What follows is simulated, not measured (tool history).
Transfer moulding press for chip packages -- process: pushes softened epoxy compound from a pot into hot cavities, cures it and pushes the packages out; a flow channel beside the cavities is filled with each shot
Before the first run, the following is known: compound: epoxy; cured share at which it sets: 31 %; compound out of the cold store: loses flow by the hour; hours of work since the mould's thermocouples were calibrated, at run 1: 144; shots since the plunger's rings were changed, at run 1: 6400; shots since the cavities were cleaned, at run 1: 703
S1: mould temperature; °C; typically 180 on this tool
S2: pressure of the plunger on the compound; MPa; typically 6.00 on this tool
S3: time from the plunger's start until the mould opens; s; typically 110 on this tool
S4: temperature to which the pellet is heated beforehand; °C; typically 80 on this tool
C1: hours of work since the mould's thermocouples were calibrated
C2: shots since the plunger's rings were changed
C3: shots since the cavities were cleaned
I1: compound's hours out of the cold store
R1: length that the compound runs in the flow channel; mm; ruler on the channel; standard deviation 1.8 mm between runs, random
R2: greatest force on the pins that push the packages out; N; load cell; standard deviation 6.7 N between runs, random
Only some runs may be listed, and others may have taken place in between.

{"run": 1, "hour": 0.0, "S1": 180, "S2": 6.0, "S3": 110, "S4": 80, "C1": 144, "C2": 6400, "C3": 703, "I1": 10.9, "R1": 698, "R2": 461}
{"hour": 32.3, "done": "plunger's sealing rings changed"}
{"hour": 49.7, "done": "cavities cleaned with cleaning compound and waxed"}
{"run": 2, "hour": 67.2, "S1": 187, "S2": 6.0, "S3": 110, "S4": 80, "C1": 188, "C2": 399, "C3": 210, "I1": 28.3, "R1": 659, "R2": 274}
{"run": 3, "hour": 120.4, "S1": 187, "S2": 5.13, "S3": 110, "S4": 80, "C1": 226, "C2": 1035, "C3": 846, "I1": 46.7, "R1": 549, "R2": 385}
{"hour": 151.5, "done": "cavities cleaned with cleaning compound and waxed"}
{"run": 4, "hour": 189.5, "S1": 187, "S2": 5.13, "S3": 110, "S4": 80, "C1": 274, "C2": 1843, "C3": 455, "I1": 22.7, "R1": 622, "R2": 332}
{"run": 5, "hour": 222.9, "S1": 180, "S2": 6.0, "S3": 110, "S4": 80, "C1": 298, "C2": 2243, "C3": 855, "I1": 30.9, "R1": 647, "R2": 482}
{"hour": 256.9, "done": "cavities cleaned with cleaning compound and waxed"}
{"run": 6, "hour": 259.3, "S1": 180, "S2": 6.0, "S3": 110, "S4": 80, "C1": 322, "C2": 2660, "C3": 29, "I1": 20.3, "R1": 680, "R2": 285}
{"run": 7, "hour": 306.4, "S1": 180, "S2": 6.0, "S3": 132, "S4": 80, "C1": 356, "C2": 3222, "C3": 591, "I1": 28.0, "R1": 652, "R2": 357}
{"run": 8, "hour": 342.8, "S1": 180, "S2": 6.0, "S3": 110, "S4": 80, "C1": 381, "C2": 3658, "C3": 1027, "I1": 21.2, "R1": 673, "R2": 514}
{"hour": 361.0, "done": "cavities cleaned with cleaning compound and waxed"}
{"run": 9, "hour": 408.3, "S1": 180, "S2": 6.0, "S3": 110, "S4": 80, "C1": 427, "C2": 4423, "C3": 565, "I1": 19.8, "R1": 678, "R2": 454}
{"run": 10, "hour": 457.0, "S1": 180, "S2": 6.0, "S3": 102, "S4": 80, "C1": 461, "C2": 5006, "C3": 1148, "I1": 41.8, "R1": 597, "R2": 585}
{"hour": 463.8, "done": "cavities cleaned with cleaning compound and waxed"}
{"run": 11, "hour": 499.9, "S1": 180, "S2": 6.0, "S3": 110, "S4": 80, "C1": 491, "C2": 5501, "C3": 432, "I1": 24.1, "R1": 654, "R2": 419}
{"hour": 566.0, "done": "cavities cleaned with cleaning compound and waxed"}
{"run": 12, "hour": 570.3, "S1": 180, "S2": 6.0, "S3": 110, "S4": 80, "C1": 539, "C2": 6324, "C3": 51, "I1": 24.6, "R1": 649, "R2": 288}
{"hour": 608.8, "done": "plunger's sealing rings changed"}
{"run": 13, "hour": 611.9, "S1": 180, "S2": 5.48, "S3": 128, "S4": 77, "C1": 567, "C2": 37, "C3": 519, "I1": 39.3, "R1": 604, "R2": 351}
{"run": 14, "hour": 647.3, "S1": 180, "S2": 5.48, "S3": 128, "S4": 77, "C1": 592, "C2": 460, "C3": 942, "I1": 23.9, "R1": 653, "R2": 413}
{"hour": 673.7, "done": "cavities cleaned with cleaning compound and waxed"}
{"hour": 709.2, "done": "mould's thermocouples calibrated"}
{"run": 15, "hour": 716.7, "S1": 180, "S2": 5.48, "S3": 128, "S4": 77, "C1": 5, "C2": 1248, "C3": 490, "I1": 11.1, "R1": 694, "R2": 335}
{"run": 16, "hour": 762.9, "S1": 180, "S2": 5.48, "S3": 128, "S4": 77, "C1": 38, "C2": 1800, "C3": 1042, "I1": 12.2, "R1": 689, "R2": 432}
{"hour": 779.9, "done": "cavities cleaned with cleaning compound and waxed"}
{"run": 17, "hour": 826.7, "S1": 180, "S2": 6.0, "S3": 94, "S4": 71, "C1": 82, "C2": 2546, "C3": 560, "I1": 32.8, "R1": 643, "R2": 625}
{"run": 18, "hour": 855.7, "S1": 180, "S2": 6.0, "S3": 94, "S4": 71, "C1": 103, "C2": 2892, "C3": 906, "I1": 26.0, "R1": 662, "R2": 701}
{"hour": 884.6, "done": "cavities cleaned with cleaning compound and waxed"}
{"run": 19, "hour": 912.4, "S1": 182, "S2": 6.0, "S3": 94, "S4": 71, "C1": 142, "C2": 3552, "C3": 332, "I1": 39.4, "R1": 613, "R2": 458}
{"run": 20, "hour": 961.0, "S1": 182, "S2": 7.37, "S3": 110, "S4": 73, "C1": 176, "C2": 4133, "C3": 913, "I1": 28.1, "R1": 714, "R2": 453}
{"hour": 988.8, "done": "cavities cleaned with cleaning compound and waxed"}
{"run": 21, "hour": 1010.0, "S1": 182, "S2": 7.37, "S3": 110, "S4": 73, "C1": 210, "C2": 4702, "C3": 255, "I1": 11.1, "R1": 786, "R2": 328}
{"run": 22, "hour": 1077.2, "S1": 185, "S2": 5.82, "S3": 110, "S4": 80, "C1": 257, "C2": 5505, "C3": 1058, "I1": 36.0, "R1": 598, "R2": 430}
{"hour": 1094.3, "done": "cavities cleaned with cleaning compound and waxed"}
{"run": 23, "hour": 1114.5, "S1": 185, "S2": 7.01, "S3": 146, "S4": 80, "C1": 283, "C2": 5933, "C3": 242, "I1": 31.2, "R1": 671, "R2": 260}
{"hour": 1184.6, "done": "plunger's sealing rings changed"}
{"run": 24, "hour": 1184.6, "S1": 174, "S2": 6.0, "S3": 110, "S4": 89, "C1": 331, "C2": 0, "C3": 1050, "I1": 33.1, "R1": 658, "R2": 681}

4 ways to go on from here, each from the tool as it stands after run 24. What would each give?
{"hour": 1200.7, "done": "cavities cleaned with cleaning compound and waxed"}
{"run": "A", "hour": 1246.1, "S1": 174, "S2": 6.0, "S3": 125, "S4": 85, "C1": 373, "C2": 718, "C3": 543, "I1": 34.6, "R1": "?", "R2": "?"}
{"hour": 1200.7, "done": "cavities cleaned with cleaning compound and waxed"}
{"run": "B", "hour": 1246.1, "S1": 174, "S2": 6.0, "S3": 128, "S4": 89, "C1": 373, "C2": 718, "C3": 543, "I1": 10.8, "R1": "?", "R2": "?"}
{"hour": 1200.7, "done": "cavities cleaned with cleaning compound and waxed"}
{"run": "C", "hour": 1246.1, "S1": 181, "S2": 6.0, "S3": 110, "S4": 89, "C1": 373, "C2": 718, "C3": 543, "I1": 42.5, "R1": "?", "R2": "?"}
{"hour": 1200.7, "done": "cavities cleaned with cleaning compound and waxed"}
{"run": "D", "hour": 1246.1, "S1": 174, "S2": 6.26, "S3": 110, "S4": 88, "C1": 373, "C2": 718, "C3": 543, "I1": 21.4, "R1": "?", "R2": "?"}

run=A R1=649 R2=454
run=B R1=739 R2=470
run=C R1=614 R2=385
run=D R1=709 R2=593
Had the tool no hidden state, the same runs would have come out as:
run=A R1=652 R2=274
run=B R1=742 R2=286
run=C R1=616 R2=238
run=D R1=713 R2=358

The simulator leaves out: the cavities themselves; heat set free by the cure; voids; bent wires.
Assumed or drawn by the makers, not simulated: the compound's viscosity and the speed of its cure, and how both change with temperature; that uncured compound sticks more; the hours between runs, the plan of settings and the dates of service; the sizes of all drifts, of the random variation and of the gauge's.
